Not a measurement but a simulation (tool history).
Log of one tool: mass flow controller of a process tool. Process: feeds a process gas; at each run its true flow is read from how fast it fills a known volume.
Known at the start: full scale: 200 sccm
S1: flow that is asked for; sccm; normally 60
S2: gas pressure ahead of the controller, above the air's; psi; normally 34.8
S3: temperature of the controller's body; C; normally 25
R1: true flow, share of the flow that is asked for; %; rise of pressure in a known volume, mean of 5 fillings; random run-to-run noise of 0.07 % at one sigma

{"run": 1, "day": 0.0, "S1": 60, "S2": 34.8, "S3": 25, "R1": 97.25}
{"run": 2, "day": 17.292, "S1": 60, "S2": 34.8, "S3": 25, "R1": 97.44}
{"run": 3, "day": 32.029, "S1": 39, "S2": 34.8, "S3": 25, "R1": 96.71}
{"run": 4, "day": 39.888, "S1": 60, "S2": 34.8, "S3": 25, "R1": 97.29}
{"run": 5, "day": 52.629, "S1": 60, "S2": 27.3, "S3": 25, "R1": 97.72}
{"run": 6, "day": 63.0, "S1": 60, "S2": 25.4, "S3": 25, "R1": 97.83}
{"run": 7, "day": 73.412, "S1": 60, "S2": 25.4, "S3": 23, "R1": 97.83}
{"run": 8, "day": 85.867, "S1": 60, "S2": 29.9, "S3": 25, "R1": 97.47}
{"run": 9, "day": 94.021, "S1": 60, "S2": 26.4, "S3": 25, "R1": 97.67}
{"run": 10, "day": 106.479, "S1": 60, "S2": 34.8, "S3": 25, "R1": 97.06}
{"run": 11, "day": 121.312, "S1": 60, "S2": 34.8, "S3": 26, "R1": 97.06}
{"run": 12, "day": 128.925, "S1": 60, "S2": 34.8, "S3": 32, "R1": 96.53}
{"run": 13, "day": 140.604, "S1": 60, "S2": 34.8, "S3": 32, "R1": 96.52}
{"run": 14, "day": 153.096, "S1": 60, "S2": 34.8, "S3": 28, "R1": 96.75}
{"run": 15, "day": 168.433, "S1": 60, "S2": 34.8, "S3": 28, "R1": 96.84}
{"run": 16, "day": 178.717, "S1": 60, "S2": 40.0, "S3": 25, "R1": 96.85}
{"run": 17, "day": 188.85, "S1": 60, "S2": 40.0, "S3": 25, "R1": 96.75}
{"day": 189.612, "done": "controller's zero set anew"}
{"run": 18, "day": 199.012, "S1": 60, "S2": 40.0, "S3": 25, "R1": 95.62}
{"run": 19, "day": 210.796, "S1": 46, "S2": 34.8, "S3": 25, "R1": 94.74}
{"run": 20, "day": 220.846, "S1": 46, "S2": 34.8, "S3": 25, "R1": 94.82}
{"run": 21, "day": 231.733, "S1": 135, "S2": 34.8, "S3": 25, "R1": 98.35}
{"day": 241.021, "done": "controller's zero set anew, once more"}
{"run": 22, "day": 245.221, "S1": 135, "S2": 34.8, "S3": 25, "R1": 99.7}
{"run": 23, "day": 262.067, "S1": 135, "S2": 34.8, "S3": 25, "R1": 99.68}
{"run": 24, "day": 277.608, "S1": 135, "S2": 34.8, "S3": 25, "R1": 99.66}
{"run": 25, "day": 294.058, "S1": 84, "S2": 23.4, "S3": 22, "R1": 99.83}
{"run": 26, "day": 311.896, "S1": 22, "S2": 28.1, "S3": 36, "R1": 96.88}
{"day": 318.308, "done": "controller exchanged for a calibrated one"}
{"run": 27, "day": 322.817, "S1": 22, "S2": 28.1, "S3": 36, "R1": 96.76}
{"run": 28, "day": 331.967, "S1": 22, "S2": 28.1, "S3": 26, "R1": 97.48}
{"run": 29, "day": 347.208, "S1": 22, "S2": 22.3, "S3": 26, "R1": 97.55}
{"run": 30, "day": 356.088, "S1": 94, "S2": 22.3, "S3": 26, "R1": 98.9}
{"run": 31, "day": 368.112, "S1": 43, "S2": 25.2, "S3": 24, "R1": 98.08}
{"run": 32, "day": 376.467, "S1": 49, "S2": 37.7, "S3": 25, "R1": 97.45}
{"run": 33, "day": 384.867, "S1": 33, "S2": 20.5, "S3": 25, "R1": 97.84}
{"run": 34, "day": 400.462, "S1": 60, "S2": 32.1, "S3": 29, "R1": 97.5}
{"run": 35, "day": 414.512, "S1": 60, "S2": 32.1, "S3": 29, "R1": 97.48}
{"run": 36, "day": 421.783, "S1": 60, "S2": 32.1, "S3": 29, "R1": 97.45}
{"run": 37, "day": 438.362, "S1": 22, "S2": 37.4, "S3": 35, "R1": 95.16}
{"run": 38, "day": 447.688, "S1": 22, "S2": 38.9, "S3": 38, "R1": 94.72}
{"run": 39, "day": 454.962, "S1": 22, "S2": 38.9, "S3": 38, "R1": 94.74}
{"run": 40, "day": 467.312, "S1": 84, "S2": 23.6, "S3": 28, "R1": 98.38}
{"run": 41, "day": 477.721, "S1": 21, "S2": 23.6, "S3": 21, "R1": 96.32}
{"run": 42, "day": 486.867, "S1": 21, "S2": 23.6, "S3": 21, "R1": 96.38}
{"run": 43, "day": 498.308, "S1": 21, "S2": 23.6, "S3": 21, "R1": 96.17}
{"run": 44, "day": 515.125, "S1": 21, "S2": 28.1, "S3": 21, "R1": 95.76}
{"run": 45, "day": 525.217, "S1": 71, "S2": 24.9, "S3": 23, "R1": 98.46}
{"run": 46, "day": 533.433, "S1": 130, "S2": 24.7, "S3": 35, "R1": 98.8}
{"run": 47, "day": 544.717, "S1": 130, "S2": 24.9, "S3": 24, "R1": 99.61}

Consider 3 possible next runs. They are alternatives, not a sequence: every one starts from the tool as it was left by run 47. What does each give?
{"run": "A", "day": 553.288, "S1": 46, "S2": 22.8, "S3": 22, "R1": "?"}
{"run": "B", "day": 553.288, "S1": 60, "S2": 34.8, "S3": 25, "R1": "?"}
{"run": "C", "day": 553.288, "S1": 60, "S2": 36.3, "S3": 33, "R1": "?"}

run=A R1=97.73
run=B R1=97.52
run=C R1=96.77
Take away the tool's hidden state, keep each run's random variation, and the runs would have read:
run=A R1=98.67
run=B R1=98.08
run=C R1=97.33

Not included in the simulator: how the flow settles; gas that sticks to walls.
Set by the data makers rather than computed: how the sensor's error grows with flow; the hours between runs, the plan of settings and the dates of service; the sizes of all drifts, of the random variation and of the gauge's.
